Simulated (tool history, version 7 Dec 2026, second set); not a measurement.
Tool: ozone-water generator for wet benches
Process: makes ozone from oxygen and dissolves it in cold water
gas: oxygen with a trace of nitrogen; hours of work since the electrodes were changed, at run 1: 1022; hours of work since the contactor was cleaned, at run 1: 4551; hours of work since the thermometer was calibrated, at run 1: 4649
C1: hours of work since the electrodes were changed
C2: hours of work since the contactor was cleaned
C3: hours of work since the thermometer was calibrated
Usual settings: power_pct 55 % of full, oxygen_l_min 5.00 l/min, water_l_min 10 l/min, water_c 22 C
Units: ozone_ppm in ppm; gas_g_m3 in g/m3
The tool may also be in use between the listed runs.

{"run": 1, "hour": 0.0, "power_pct": 55, "oxygen_l_min": 5.0, "water_l_min": 10, "water_c": 22, "C1": 1022, "C2": 4551, "C3": 4649, "ozone_ppm": 25.1, "gas_g_m3": 170.4}
{"run": 2, "hour": 22.5, "power_pct": 55, "oxygen_l_min": 5.0, "water_l_min": 10, "water_c": 22, "C1": 1039, "C2": 4569, "C3": 4667, "ozone_ppm": 24.5, "gas_g_m3": 168.5}
{"run": 3, "hour": 48.6, "power_pct": 55, "oxygen_l_min": 5.0, "water_l_min": 10, "water_c": 22, "C1": 1059, "C2": 4589, "C3": 4687, "ozone_ppm": 24.8, "gas_g_m3": 167.1}
{"run": 4, "hour": 90.8, "power_pct": 55, "oxygen_l_min": 5.0, "water_l_min": 10, "water_c": 22, "C1": 1092, "C2": 4621, "C3": 4719, "ozone_ppm": 24.8, "gas_g_m3": 170.3}
{"run": 5, "hour": 116.9, "power_pct": 55, "oxygen_l_min": 5.0, "water_l_min": 16, "water_c": 22, "C1": 1112, "C2": 4641, "C3": 4740, "ozone_ppm": 18.4, "gas_g_m3": 168.4}
{"run": 6, "hour": 155.7, "power_pct": 55, "oxygen_l_min": 5.0, "water_l_min": 16, "water_c": 22, "C1": 1142, "C2": 4671, "C3": 4770, "ozone_ppm": 18.0, "gas_g_m3": 169.4}
{"run": 7, "hour": 199.1, "power_pct": 55, "oxygen_l_min": 5.0, "water_l_min": 16, "water_c": 22, "C1": 1176, "C2": 4705, "C3": 4803, "ozone_ppm": 18.0, "gas_g_m3": 171.1}
{"run": 8, "hour": 219.5, "power_pct": 55, "oxygen_l_min": 5.0, "water_l_min": 16, "water_c": 22, "C1": 1191, "C2": 4721, "C3": 4819, "ozone_ppm": 18.0, "gas_g_m3": 168.7}
{"run": 9, "hour": 250.6, "power_pct": 55, "oxygen_l_min": 5.0, "water_l_min": 16, "water_c": 22, "C1": 1215, "C2": 4745, "C3": 4843, "ozone_ppm": 18.1, "gas_g_m3": 169.6}
{"run": 10, "hour": 298.2, "power_pct": 55, "oxygen_l_min": 5.0, "water_l_min": 16, "water_c": 22, "C1": 1252, "C2": 4781, "C3": 4880, "ozone_ppm": 18.0, "gas_g_m3": 168.8}
{"run": 11, "hour": 327.4, "power_pct": 55, "oxygen_l_min": 5.0, "water_l_min": 16, "water_c": 22, "C1": 1275, "C2": 4804, "C3": 4902, "ozone_ppm": 18.2, "gas_g_m3": 169.5}
{"run": 12, "hour": 354.7, "power_pct": 55, "oxygen_l_min": 5.0, "water_l_min": 16, "water_c": 22, "C1": 1296, "C2": 4825, "C3": 4923, "ozone_ppm": 18.1, "gas_g_m3": 168.0}
{"run": 13, "hour": 394.6, "power_pct": 55, "oxygen_l_min": 5.0, "water_l_min": 10, "water_c": 22, "C1": 1327, "C2": 4856, "C3": 4954, "ozone_ppm": 24.7, "gas_g_m3": 168.3}
{"run": 14, "hour": 419.4, "power_pct": 55, "oxygen_l_min": 5.0, "water_l_min": 10, "water_c": 22, "C1": 1346, "C2": 4875, "C3": 4973, "ozone_ppm": 24.7, "gas_g_m3": 167.6}
{"run": 15, "hour": 442.3, "power_pct": 55, "oxygen_l_min": 5.0, "water_l_min": 10, "water_c": 22, "C1": 1364, "C2": 4893, "C3": 4991, "ozone_ppm": 24.4, "gas_g_m3": 169.9}
{"run": 16, "hour": 487.9, "power_pct": 96, "oxygen_l_min": 5.0, "water_l_min": 10, "water_c": 22, "C1": 1399, "C2": 4928, "C3": 5026, "ozone_ppm": 35.2, "gas_g_m3": 244.4}
{"run": 17, "hour": 534.2, "power_pct": 55, "oxygen_l_min": 2.86, "water_l_min": 15, "water_c": 22, "C1": 1435, "C2": 4964, "C3": 5062, "ozone_ppm": 18.7, "gas_g_m3": 220.0}
{"run": 18, "hour": 574.9, "power_pct": 55, "oxygen_l_min": 5.0, "water_l_min": 15, "water_c": 17, "C1": 1466, "C2": 4995, "C3": 5093, "ozone_ppm": 20.7, "gas_g_m3": 168.9}
{"run": 19, "hour": 600.9, "power_pct": 55, "oxygen_l_min": 5.0, "water_l_min": 15, "water_c": 17, "C1": 1486, "C2": 5015, "C3": 5113, "ozone_ppm": 20.4, "gas_g_m3": 168.0}
{"run": 20, "hour": 641.2, "power_pct": 69, "oxygen_l_min": 5.0, "water_l_min": 15, "water_c": 17, "C1": 1517, "C2": 5046, "C3": 5145, "ozone_ppm": 23.6, "gas_g_m3": 196.0}
{"run": 21, "hour": 676.4, "power_pct": 53, "oxygen_l_min": 3.64, "water_l_min": 10, "water_c": 22, "C1": 1544, "C2": 5074, "C3": 5172, "ozone_ppm": 24.7, "gas_g_m3": 193.0}
{"run": 22, "hour": 707.3, "power_pct": 55, "oxygen_l_min": 5.14, "water_l_min": 9, "water_c": 22, "C1": 1568, "C2": 5097, "C3": 5196, "ozone_ppm": 26.1, "gas_g_m3": 165.9}
{"run": 23, "hour": 751.8, "power_pct": 63, "oxygen_l_min": 5.19, "water_l_min": 11, "water_c": 28, "C1": 1603, "C2": 5132, "C3": 5230, "ozone_ppm": 22.1, "gas_g_m3": 181.3}
{"run": 24, "hour": 775.0, "power_pct": 43, "oxygen_l_min": 5.0, "water_l_min": 8, "water_c": 15, "C1": 1621, "C2": 5150, "C3": 5248, "ozone_ppm": 27.2, "gas_g_m3": 143.6}
{"run": 25, "hour": 814.3, "power_pct": 43, "oxygen_l_min": 5.0, "water_l_min": 8, "water_c": 15, "C1": 1651, "C2": 5180, "C3": 5278, "ozone_ppm": 27.2, "gas_g_m3": 143.3}
{"run": 26, "hour": 859.9, "power_pct": 67, "oxygen_l_min": 5.64, "water_l_min": 14, "water_c": 15, "C1": 1686, "C2": 5215, "C3": 5313, "ozone_ppm": 25.2, "gas_g_m3": 181.2}
{"run": 27, "hour": 905.7, "power_pct": 46, "oxygen_l_min": 5.0, "water_l_min": 10, "water_c": 22, "C1": 1721, "C2": 5251, "C3": 5349, "ozone_ppm": 21.8, "gas_g_m3": 150.0}
{"run": 28, "hour": 925.3, "power_pct": 46, "oxygen_l_min": 5.0, "water_l_min": 10, "water_c": 22, "C1": 1737, "C2": 5266, "C3": 5364, "ozone_ppm": 21.8, "gas_g_m3": 149.1}
{"run": 29, "hour": 957.4, "power_pct": 46, "oxygen_l_min": 5.0, "water_l_min": 10, "water_c": 22, "C1": 1761, "C2": 5291, "C3": 5389, "ozone_ppm": 21.5, "gas_g_m3": 149.4}
{"run": 30, "hour": 996.7, "power_pct": 81, "oxygen_l_min": 3.02, "water_l_min": 7, "water_c": 22, "C1": 1792, "C2": 5321, "C3": 5419, "ozone_ppm": 40.9, "gas_g_m3": 276.0}
{"run": 31, "hour": 1037.1, "power_pct": 99, "oxygen_l_min": 5.0, "water_l_min": 8, "water_c": 22, "C1": 1823, "C2": 5352, "C3": 5450, "ozone_ppm": 40.6, "gas_g_m3": 247.6}

The same runs without the tool's hidden state, with the same run-to-run variation:
The hidden state here: yield of the discharge, % of new electrodes'; contactor's efficiency, % of a clean one's; true water temperature over the reading, C; drift of the gauge itself on ozone_ppm, %; drift of the gauge itself on gas_g_m3, %.
run=1 ozone_ppm=26.3 gas_g_m3=171.4
run=2 ozone_ppm=25.7 gas_g_m3=169.5
run=3 ozone_ppm=26.0 gas_g_m3=168.2
run=4 ozone_ppm=26.0 gas_g_m3=171.4
run=5 ozone_ppm=19.6 gas_g_m3=169.5
run=6 ozone_ppm=19.1 gas_g_m3=170.6
run=7 ozone_ppm=19.2 gas_g_m3=172.3
run=8 ozone_ppm=19.2 gas_g_m3=169.9
run=9 ozone_ppm=19.3 gas_g_m3=170.9
run=10 ozone_ppm=19.2 gas_g_m3=170.1
run=11 ozone_ppm=19.4 gas_g_m3=170.9
run=12 ozone_ppm=19.3 gas_g_m3=169.4
run=13 ozone_ppm=26.0 gas_g_m3=169.7
run=14 ozone_ppm=26.0 gas_g_m3=169.1
run=15 ozone_ppm=25.8 gas_g_m3=171.3
run=16 ozone_ppm=37.4 gas_g_m3=247.5
run=17 ozone_ppm=19.9 gas_g_m3=222.0
run=18 ozone_ppm=22.0 gas_g_m3=170.5
run=19 ozone_ppm=21.8 gas_g_m3=169.6
run=20 ozone_ppm=25.2 gas_g_m3=198.2
run=21 ozone_ppm=26.1 gas_g_m3=194.8
run=22 ozone_ppm=27.6 gas_g_m3=167.5
run=23 ozone_ppm=23.5 gas_g_m3=183.4
run=24 ozone_ppm=28.7 gas_g_m3=144.8
run=25 ozone_ppm=28.6 gas_g_m3=144.5
run=26 ozone_ppm=27.0 gas_g_m3=183.5
run=27 ozone_ppm=23.1 gas_g_m3=151.5
run=28 ozone_ppm=23.2 gas_g_m3=150.5
run=29 ozone_ppm=22.8 gas_g_m3=150.8
run=30 ozone_ppm=43.2 gas_g_m3=280.3
run=31 ozone_ppm=43.2 gas_g_m3=251.9
